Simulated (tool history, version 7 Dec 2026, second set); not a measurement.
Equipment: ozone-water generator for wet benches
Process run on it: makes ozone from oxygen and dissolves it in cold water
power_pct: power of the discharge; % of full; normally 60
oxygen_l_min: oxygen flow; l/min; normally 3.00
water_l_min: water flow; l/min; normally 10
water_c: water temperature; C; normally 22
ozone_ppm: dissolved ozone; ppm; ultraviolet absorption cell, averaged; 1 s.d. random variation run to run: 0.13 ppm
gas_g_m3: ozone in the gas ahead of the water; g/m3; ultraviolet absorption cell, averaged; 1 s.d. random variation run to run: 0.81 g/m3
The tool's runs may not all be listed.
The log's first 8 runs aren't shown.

| run | hour | power_pct | oxygen_l_min | water_l_min | water_c | ozone_ppm | gas_g_m3 |
|---|---|---|---|---|---|---|---|
| 9 | 202.4 | 60 | 3.00 | 10 | 22 | 12.4 | 129.3 |
| 10 | 216.3 | 60 | 3.00 | 10 | 22 | 12.5 | 127.0 |
| 11 | 235.5 | 60 | 3.00 | 10 | 22 | 12.6 | 127.9 |
| 12 | 253.8 | 60 | 3.00 | 10 | 22 | 12.6 | 125.8 |
| 13 | 278.5 | 60 | 1.57 | 10 | 22 | 13.4 | 195.0 |
| 14 | 305.5 | 60 | 1.57 | 10 | 22 | 13.2 | 193.6 |
| 15 | 333.9 | 60 | 1.57 | 10 | 22 | 13.4 | 196.0 |
| 16 | 363.2 | 60 | 1.57 | 10 | 15 | 14.6 | 195.4 |
| 17 | 388.1 | 73 | 1.86 | 15 | 28 | 10.4 | 207.3 |
| 18 | 419.1 | 40 | 3.78 | 11 | 21 | 8.0 | 77.7 |
| 19 | 437.4 | 61 | 3.78 | 6 | 21 | 16.5 | 110.7 |
| 20 | 468.6 | 43 | 3.00 | 10 | 22 | 9.5 | 96.8 |
| 21 | 493.3 | 60 | 3.11 | 6 | 22 | 16.8 | 123.0 |
| 22 | 523.9 | 65 | 3.00 | 12 | 25 | 11.3 | 135.9 |
| 23 | 549.5 | 58 | 1.99 | 14 | 28 | 9.0 | 163.3 |
| 24 | 582.7 | 60 | 4.32 | 10 | 16 | 12.7 | 99.4 |
| 25 | 604.7 | 42 | 1.87 | 14 | 21 | 7.4 | 129.1 |
| 26 | 631.2 | 67 | 3.00 | 10 | 16 | 15.2 | 139.9 |
| 27 | 650.9 | 41 | 1.51 | 10 | 16 | 10.1 | 145.4 |
|  | 672.8 | contactor cleaned |
| 28 | 677.3 | 41 | 1.51 | 10 | 16 | 10.3 | 145.8 |
| 29 | 708.0 | 48 | 3.88 | 10 | 22 | 9.8 | 89.5 |
| 30 | 740.3 | 60 | 3.75 | 15 | 22 | 8.7 | 110.0 |
| 31 | 763.9 | 60 | 3.75 | 15 | 29 | 8.1 | 109.2 |
| 32 | 789.3 | 60 | 4.04 | 7 | 21 | 14.8 | 104.5 |

Branching from run 32: 5 alternative next runs. What would each branch give?
| A | 812.2 | 72 | 3.00 | 10 | 21 | ? | ? |
| B | 812.2 | 60 | 4.04 | 8 | 22 | ? | ? |
| C | 812.2 | 50 | 2.96 | 7 | 21 | ? | ? |
| D | 812.2 | 55 | 2.41 | 10 | 22 | ? | ? |
| E | 812.2 | 60 | 1.72 | 13 | 21 | ? | ? |

| run | ozone_ppm | gas_g_m3 |
|---|---|---|
| A | 14.9 | 148.3 |
| B | 13.3 | 106.6 |
| C | 13.6 | 110.6 |
| D | 12.0 | 136.5 |
| E | 10.6 | 184.0 |
With no hidden state in the tool, these same runs would have given:
| run | ozone_ppm | gas_g_m3 |
|---|---|---|
| A | 15.0 | 148.4 |
| B | 13.3 | 106.7 |
| C | 13.6 | 110.7 |
| D | 12.0 | 136.6 |
| E | 10.6 | 184.2 |
